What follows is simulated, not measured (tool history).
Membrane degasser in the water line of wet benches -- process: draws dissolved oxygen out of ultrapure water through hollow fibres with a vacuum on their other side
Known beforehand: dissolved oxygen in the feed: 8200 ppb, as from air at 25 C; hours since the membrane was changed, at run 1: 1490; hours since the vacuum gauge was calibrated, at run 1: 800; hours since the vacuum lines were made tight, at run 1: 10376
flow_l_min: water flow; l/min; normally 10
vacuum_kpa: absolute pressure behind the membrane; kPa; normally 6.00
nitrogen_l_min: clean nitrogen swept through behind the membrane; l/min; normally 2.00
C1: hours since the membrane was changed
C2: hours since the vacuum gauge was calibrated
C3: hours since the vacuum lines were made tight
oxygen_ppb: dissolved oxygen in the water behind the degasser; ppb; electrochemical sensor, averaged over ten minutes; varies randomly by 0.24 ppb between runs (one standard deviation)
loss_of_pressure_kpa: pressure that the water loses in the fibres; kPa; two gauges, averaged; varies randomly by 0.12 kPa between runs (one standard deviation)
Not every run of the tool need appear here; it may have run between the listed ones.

{"run": 1, "hour": 0.0, "flow_l_min": 10, "vacuum_kpa": 6.0, "nitrogen_l_min": 2.0, "C1": 1490, "C2": 800, "C3": 10376, "oxygen_ppb": 36.6, "loss_of_pressure_kpa": 28.34}
{"run": 2, "hour": 36.8, "flow_l_min": 10, "vacuum_kpa": 6.0, "nitrogen_l_min": 3.07, "C1": 1526, "C2": 837, "C3": 10413, "oxygen_ppb": 25.0, "loss_of_pressure_kpa": 28.32}
{"run": 3, "hour": 59.2, "flow_l_min": 10, "vacuum_kpa": 6.0, "nitrogen_l_min": 2.0, "C1": 1549, "C2": 859, "C3": 10436, "oxygen_ppb": 36.3, "loss_of_pressure_kpa": 28.25}
{"run": 4, "hour": 104.0, "flow_l_min": 10, "vacuum_kpa": 6.0, "nitrogen_l_min": 2.0, "C1": 1594, "C2": 904, "C3": 10480, "oxygen_ppb": 36.6, "loss_of_pressure_kpa": 28.24}
{"run": 5, "hour": 136.8, "flow_l_min": 10, "vacuum_kpa": 10.84, "nitrogen_l_min": 2.0, "C1": 1626, "C2": 937, "C3": 10513, "oxygen_ppb": 94.6, "loss_of_pressure_kpa": 28.31}
{"run": 6, "hour": 174.5, "flow_l_min": 10, "vacuum_kpa": 4.21, "nitrogen_l_min": 2.0, "C1": 1664, "C2": 974, "C3": 10551, "oxygen_ppb": 14.7, "loss_of_pressure_kpa": 28.45}
{"run": 7, "hour": 212.7, "flow_l_min": 10, "vacuum_kpa": 6.0, "nitrogen_l_min": 2.0, "C1": 1702, "C2": 1013, "C3": 10589, "oxygen_ppb": 37.0, "loss_of_pressure_kpa": 28.58}
{"run": 8, "hour": 235.2, "flow_l_min": 10, "vacuum_kpa": 6.0, "nitrogen_l_min": 2.0, "C1": 1725, "C2": 1035, "C3": 10612, "oxygen_ppb": 36.8, "loss_of_pressure_kpa": 28.26}
{"run": 9, "hour": 264.4, "flow_l_min": 10, "vacuum_kpa": 6.0, "nitrogen_l_min": 2.0, "C1": 1754, "C2": 1064, "C3": 10641, "oxygen_ppb": 36.6, "loss_of_pressure_kpa": 28.59}
{"run": 10, "hour": 300.4, "flow_l_min": 13, "vacuum_kpa": 6.0, "nitrogen_l_min": 2.0, "C1": 1790, "C2": 1100, "C3": 10677, "oxygen_ppb": 50.9, "loss_of_pressure_kpa": 37.15}
{"run": 11, "hour": 329.2, "flow_l_min": 13, "vacuum_kpa": 6.0, "nitrogen_l_min": 2.0, "C1": 1819, "C2": 1129, "C3": 10706, "oxygen_ppb": 50.7, "loss_of_pressure_kpa": 37.32}
{"run": 12, "hour": 375.5, "flow_l_min": 7, "vacuum_kpa": 6.0, "nitrogen_l_min": 2.0, "C1": 1865, "C2": 1175, "C3": 10752, "oxygen_ppb": 24.8, "loss_of_pressure_kpa": 19.79}
{"run": 13, "hour": 422.0, "flow_l_min": 7, "vacuum_kpa": 6.0, "nitrogen_l_min": 2.0, "C1": 1912, "C2": 1222, "C3": 10798, "oxygen_ppb": 24.9, "loss_of_pressure_kpa": 20.11}
{"run": 14, "hour": 458.1, "flow_l_min": 10, "vacuum_kpa": 5.89, "nitrogen_l_min": 2.0, "C1": 1948, "C2": 1258, "C3": 10835, "oxygen_ppb": 35.3, "loss_of_pressure_kpa": 28.78}
{"run": 15, "hour": 492.5, "flow_l_min": 10, "vacuum_kpa": 5.89, "nitrogen_l_min": 2.0, "C1": 1982, "C2": 1292, "C3": 10869, "oxygen_ppb": 35.8, "loss_of_pressure_kpa": 28.77}
{"run": 16, "hour": 535.7, "flow_l_min": 10, "vacuum_kpa": 5.89, "nitrogen_l_min": 2.0, "C1": 2025, "C2": 1336, "C3": 10912, "oxygen_ppb": 35.5, "loss_of_pressure_kpa": 28.54}
{"run": 17, "hour": 565.3, "flow_l_min": 10, "vacuum_kpa": 5.89, "nitrogen_l_min": 2.0, "C1": 2055, "C2": 1365, "C3": 10942, "oxygen_ppb": 35.2, "loss_of_pressure_kpa": 28.6}
{"run": 18, "hour": 610.2, "flow_l_min": 8, "vacuum_kpa": 6.0, "nitrogen_l_min": 2.0, "C1": 2100, "C2": 1410, "C3": 10987, "oxygen_ppb": 28.3, "loss_of_pressure_kpa": 23.26}
{"run": 19, "hour": 651.6, "flow_l_min": 15, "vacuum_kpa": 14.41, "nitrogen_l_min": 0.87, "C1": 2141, "C2": 1451, "C3": 11028, "oxygen_ppb": 428.6, "loss_of_pressure_kpa": 43.26}
{"run": 20, "hour": 688.0, "flow_l_min": 15, "vacuum_kpa": 14.41, "nitrogen_l_min": 0.87, "C1": 2178, "C2": 1488, "C3": 11064, "oxygen_ppb": 425.0, "loss_of_pressure_kpa": 42.76}
{"run": 21, "hour": 724.8, "flow_l_min": 13, "vacuum_kpa": 14.17, "nitrogen_l_min": 4.95, "C1": 2214, "C2": 1525, "C3": 11101, "oxygen_ppb": 77.5, "loss_of_pressure_kpa": 37.36}
{"run": 22, "hour": 747.6, "flow_l_min": 7, "vacuum_kpa": 7.55, "nitrogen_l_min": 2.68, "C1": 2237, "C2": 1548, "C3": 11124, "oxygen_ppb": 28.6, "loss_of_pressure_kpa": 20.12}
{"run": 23, "hour": 785.4, "flow_l_min": 9, "vacuum_kpa": 6.0, "nitrogen_l_min": 2.0, "C1": 2275, "C2": 1585, "C3": 11162, "oxygen_ppb": 32.4, "loss_of_pressure_kpa": 26.0}
{"run": 24, "hour": 825.6, "flow_l_min": 9, "vacuum_kpa": 6.0, "nitrogen_l_min": 2.0, "C1": 2315, "C2": 1625, "C3": 11202, "oxygen_ppb": 32.6, "loss_of_pressure_kpa": 25.81}
{"run": 25, "hour": 853.8, "flow_l_min": 13, "vacuum_kpa": 3.98, "nitrogen_l_min": 4.04, "C1": 2343, "C2": 1654, "C3": 11230, "oxygen_ppb": 13.4, "loss_of_pressure_kpa": 37.29}
{"run": 26, "hour": 887.8, "flow_l_min": 10, "vacuum_kpa": 6.0, "nitrogen_l_min": 4.11, "C1": 2377, "C2": 1688, "C3": 11264, "oxygen_ppb": 19.1, "loss_of_pressure_kpa": 28.66}
{"run": 27, "hour": 932.6, "flow_l_min": 8, "vacuum_kpa": 13.1, "nitrogen_l_min": 4.59, "C1": 2422, "C2": 1732, "C3": 11309, "oxygen_ppb": 44.0, "loss_of_pressure_kpa": 23.16}
{"run": 28, "hour": 957.5, "flow_l_min": 10, "vacuum_kpa": 4.07, "nitrogen_l_min": 0.91, "C1": 2447, "C2": 1757, "C3": 11334, "oxygen_ppb": 25.1, "loss_of_pressure_kpa": 28.92}
{"run": 29, "hour": 993.5, "flow_l_min": 16, "vacuum_kpa": 4.07, "nitrogen_l_min": 2.36, "C1": 2483, "C2": 1793, "C3": 11370, "oxygen_ppb": 29.4, "loss_of_pressure_kpa": 46.15}
{"run": 30, "hour": 1014.8, "flow_l_min": 16, "vacuum_kpa": 4.07, "nitrogen_l_min": 2.36, "C1": 2504, "C2": 1815, "C3": 11391, "oxygen_ppb": 29.5, "loss_of_pressure_kpa": 46.14}
{"run": 31, "hour": 1053.0, "flow_l_min": 16, "vacuum_kpa": 4.07, "nitrogen_l_min": 2.36, "C1": 2543, "C2": 1853, "C3": 11429, "oxygen_ppb": 29.3, "loss_of_pressure_kpa": 46.39}
{"run": 32, "hour": 1076.6, "flow_l_min": 16, "vacuum_kpa": 4.07, "nitrogen_l_min": 2.36, "C1": 2566, "C2": 1877, "C3": 11453, "oxygen_ppb": 29.7, "loss_of_pressure_kpa": 46.09}
{"run": 33, "hour": 1114.9, "flow_l_min": 16, "vacuum_kpa": 4.07, "nitrogen_l_min": 1.14, "C1": 2604, "C2": 1915, "C3": 11491, "oxygen_ppb": 43.2, "loss_of_pressure_kpa": 46.58}

Branching from run 33: 3 alternative next runs. What would each branch give?
{"run": "A", "hour": 1151.8, "flow_l_min": 8, "vacuum_kpa": 4.07, "nitrogen_l_min": 3.68, "C1": 2641, "C2": 1952, "C3": 11528, "oxygen_ppb": "?", "loss_of_pressure_kpa": "?"}
{"run": "B", "hour": 1151.8, "flow_l_min": 10, "vacuum_kpa": 6.0, "nitrogen_l_min": 1.93, "C1": 2641, "C2": 1952, "C3": 11528, "oxygen_ppb": "?", "loss_of_pressure_kpa": "?"}
{"run": "C", "hour": 1151.8, "flow_l_min": 13, "vacuum_kpa": 4.07, "nitrogen_l_min": 1.14, "C1": 2641, "C2": 1952, "C3": 11528, "oxygen_ppb": "?", "loss_of_pressure_kpa": "?"}

run=A oxygen_ppb=5.7 loss_of_pressure_kpa=23.02
run=B oxygen_ppb=37.8 loss_of_pressure_kpa=28.64
run=C oxygen_ppb=30.6 loss_of_pressure_kpa=37.56
With the hidden condition removed and each run's random variation left untouched, the same runs would have given:
run=A oxygen_ppb=5.6 loss_of_pressure_kpa=22.56
run=B oxygen_ppb=37.7 loss_of_pressure_kpa=28.07
run=C oxygen_ppb=30.5 loss_of_pressure_kpa=36.81

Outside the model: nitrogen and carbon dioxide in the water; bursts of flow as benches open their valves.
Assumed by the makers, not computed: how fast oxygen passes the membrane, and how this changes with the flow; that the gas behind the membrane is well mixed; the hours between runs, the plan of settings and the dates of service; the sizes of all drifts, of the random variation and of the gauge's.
